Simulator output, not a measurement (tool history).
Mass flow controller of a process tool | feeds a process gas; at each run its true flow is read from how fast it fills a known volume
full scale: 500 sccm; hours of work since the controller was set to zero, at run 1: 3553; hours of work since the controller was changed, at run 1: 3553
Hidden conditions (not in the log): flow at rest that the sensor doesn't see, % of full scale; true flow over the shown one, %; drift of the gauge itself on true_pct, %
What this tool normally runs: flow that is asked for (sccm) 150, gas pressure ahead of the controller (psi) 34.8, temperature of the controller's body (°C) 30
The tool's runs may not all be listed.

run,hour,flow that is asked for (sccm),gas pressure ahead of the controller (psi),temperature of the controller's body (°C),hours of work since the controller was set to zero,hours of work since the controller was changed,true flow (%)
1,0.0,150,34.8,30,3553,3553,100.04
2,197.0,150,34.8,30,3643,3643,100.04
3,304.6,150,34.8,30,3692,3692,99.96
4,476.0,150,34.8,30,3770,3770,99.89
5,705.1,150,34.8,30,3874,3874,99.89
6,833.6,150,34.8,30,3933,3933,100.04
7,955.4,150,34.8,30,3988,3988,100.01
8,1098.2,150,34.8,30,4053,4053,99.97
9,1290.0,150,34.8,30,4141,4141,99.98
10,1389.7,150,34.8,30,4186,4186,100.03
11,1489.5,150,34.8,30,4232,4232,100.05
# hour 1505.8: controller's zero set anew
12,1596.2,150,34.8,30,41,4280,100.35
13,1722.0,150,34.8,30,98,4337,100.42
14,1848.0,150,34.8,30,156,4395,100.37
15,2069.5,150,34.8,30,257,4496,100.41
16,2200.0,150,34.8,30,316,4555,100.43
17,2409.0,60,34.8,30,411,4650,102.82
18,2628.5,60,34.8,30,511,4750,102.75
# hour 2745.1: controller's zero set anew, once more
19,2758.2,60,34.8,21,6,4809,97.37
20,2901.0,60,34.8,21,71,4874,97.48
21,3095.4,142,34.8,30,160,4963,98.66
22,3196.1,142,34.8,30,205,5008,98.64
23,3348.9,181,36.4,39,275,5078,100.08
24,3572.9,150,28.1,24,377,5180,97.83
25,3798.3,150,28.1,24,480,5283,97.81
26,3905.1,150,26.7,24,528,5331,97.82
27,4048.0,150,26.7,24,593,5396,97.86
28,4173.6,150,26.7,24,651,5454,97.92
29,4342.8,150,30.5,37,728,5531,99.47
30,4570.1,447,23.9,25,831,5634,98.78
31,4777.0,447,23.9,25,925,5729,98.69
32,4997.2,59,31.6,30,1026,5829,99.08
33,5122.3,59,31.6,30,1083,5886,98.89
34,5237.1,59,31.6,30,1135,5938,99.05
35,5346.8,59,34.8,34,1185,5988,99.65
36,5558.6,338,27.3,23,1281,6085,98.41
37,5688.9,73,26.0,26,1341,6144,98.30
38,5822.7,75,37.1,33,1402,6205,99.45
39,6026.8,484,33.9,30,1495,6298,99.75
40,6166.5,131,34.8,33,1558,6361,99.21

Forecast each of these 3 alternatives for the next run:
A,6353.7,394,31.8,33,1644,6447,?
B,6353.7,185,33.8,22,1644,6447,?
C,6353.7,131,32.3,33,1644,6447,?

run,true flow (%)
A,99.57
B,97.97
C,99.11
Stripped of hidden state, with their random variation kept, the same runs would have yielded:
run,true flow (%)
A,100.51
B,98.66
C,99.60
